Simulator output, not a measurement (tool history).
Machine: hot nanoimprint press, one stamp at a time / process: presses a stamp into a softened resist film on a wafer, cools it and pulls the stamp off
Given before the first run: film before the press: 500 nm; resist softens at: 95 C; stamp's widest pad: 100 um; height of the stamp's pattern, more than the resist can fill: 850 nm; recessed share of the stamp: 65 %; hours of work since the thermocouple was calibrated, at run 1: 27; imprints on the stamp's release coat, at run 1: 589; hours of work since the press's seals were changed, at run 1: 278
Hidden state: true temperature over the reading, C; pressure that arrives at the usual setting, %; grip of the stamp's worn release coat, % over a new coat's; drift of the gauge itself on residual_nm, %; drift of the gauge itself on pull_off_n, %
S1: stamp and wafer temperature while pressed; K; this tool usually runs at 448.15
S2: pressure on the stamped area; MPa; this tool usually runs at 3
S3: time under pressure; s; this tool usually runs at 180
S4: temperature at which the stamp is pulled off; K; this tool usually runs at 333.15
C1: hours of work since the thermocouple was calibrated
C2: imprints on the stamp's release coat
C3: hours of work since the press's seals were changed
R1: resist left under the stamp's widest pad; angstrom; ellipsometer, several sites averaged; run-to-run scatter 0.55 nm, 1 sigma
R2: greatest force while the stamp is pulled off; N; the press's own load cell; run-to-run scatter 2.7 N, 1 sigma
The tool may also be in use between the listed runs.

{"run": 1, "hour": 0.0, "S1": 448.15, "S2": 3, "S3": 180, "S4": 333.15, "C1": 27, "C2": 589, "C3": 278, "R1": 1874, "R2": 158}
{"run": 2, "hour": 31.1, "S1": 448.15, "S2": 3, "S3": 180, "S4": 333.15, "C1": 47, "C2": 656, "C3": 299, "R1": 1885, "R2": 159}
{"run": 3, "hour": 65.0, "S1": 448.15, "S2": 3, "S3": 180, "S4": 333.15, "C1": 70, "C2": 730, "C3": 321, "R1": 1892, "R2": 164}
{"run": 4, "hour": 83.5, "S1": 448.15, "S2": 3, "S3": 180, "S4": 333.15, "C1": 82, "C2": 770, "C3": 333, "R1": 1891, "R2": 155}
{"run": 5, "hour": 104.4, "S1": 448.15, "S2": 3, "S3": 180, "S4": 333.15, "C1": 95, "C2": 815, "C3": 347, "R1": 1891, "R2": 156}
{"run": 6, "hour": 129.7, "S1": 448.15, "S2": 2.33, "S3": 180, "S4": 333.15, "C1": 112, "C2": 871, "C3": 364, "R1": 2160, "R2": 166}
{"run": 7, "hour": 154.0, "S1": 448.15, "S2": 2.33, "S3": 180, "S4": 333.15, "C1": 128, "C2": 923, "C3": 380, "R1": 2156, "R2": 158}
{"run": 8, "hour": 176.8, "S1": 450.15, "S2": 3, "S3": 180, "S4": 333.15, "C1": 143, "C2": 973, "C3": 395, "R1": 1733, "R2": 165}
{"run": 9, "hour": 205.2, "S1": 450.15, "S2": 3, "S3": 180, "S4": 333.15, "C1": 162, "C2": 1035, "C3": 413, "R1": 1740, "R2": 165}
{"run": 10, "hour": 243.2, "S1": 448.15, "S2": 3, "S3": 180, "S4": 326.15, "C1": 187, "C2": 1117, "C3": 438, "R1": 1918, "R2": 201}
{"run": 11, "hour": 262.5, "S1": 445.15, "S2": 3, "S3": 180, "S4": 326.15, "C1": 199, "C2": 1159, "C3": 451, "R1": 2195, "R2": 196}
{"run": 12, "hour": 286.7, "S1": 448.15, "S2": 3, "S3": 180, "S4": 333.15, "C1": 215, "C2": 1212, "C3": 467, "R1": 1930, "R2": 167}
{"run": 13, "hour": 314.0, "S1": 448.15, "S2": 3, "S3": 180, "S4": 333.15, "C1": 233, "C2": 1271, "C3": 485, "R1": 1931, "R2": 166}
{"run": 14, "hour": 350.4, "S1": 448.15, "S2": 3, "S3": 180, "S4": 333.15, "C1": 257, "C2": 1350, "C3": 509, "R1": 1940, "R2": 174}
{"hour": 369.6, "done": "plate thermocouple calibrated"}
{"run": 15, "hour": 383.1, "S1": 448.15, "S2": 2.22, "S3": 180, "S4": 333.15, "C1": 9, "C2": 1415, "C3": 528, "R1": 2274, "R2": 175}
{"hour": 410.0, "done": "press's hydraulic seals changed and the load cell set to zero"}
{"run": 16, "hour": 428.8, "S1": 448.15, "S2": 2.22, "S3": 180, "S4": 333.15, "C1": 34, "C2": 1497, "C3": 12, "R1": 2273, "R2": 180}
{"run": 17, "hour": 453.1, "S1": 448.15, "S2": 2.22, "S3": 180, "S4": 333.15, "C1": 50, "C2": 1549, "C3": 28, "R1": 2271, "R2": 178}
{"run": 18, "hour": 480.5, "S1": 448.15, "S2": 1.91, "S3": 304, "S4": 333.15, "C1": 68, "C2": 1609, "C3": 46, "R1": 2033, "R2": 183}

Run 19 is up next; what results do you expect?
{"hour": 503.0, "done": "plate thermocouple calibrated, once more"}
{"run": 19, "hour": 519.8, "S1": 448.15, "S2": 3, "S3": 180, "S4": 320.15, "C1": 11, "C2": 1688, "C3": 70, "R1": "?", "R2": "?"}

Run 19 yielded R1 1844 angstrom, R2 238 N.
The same run, on a tool lacking any hidden state, would have yielded R1 1863 angstrom, R2 197 N.

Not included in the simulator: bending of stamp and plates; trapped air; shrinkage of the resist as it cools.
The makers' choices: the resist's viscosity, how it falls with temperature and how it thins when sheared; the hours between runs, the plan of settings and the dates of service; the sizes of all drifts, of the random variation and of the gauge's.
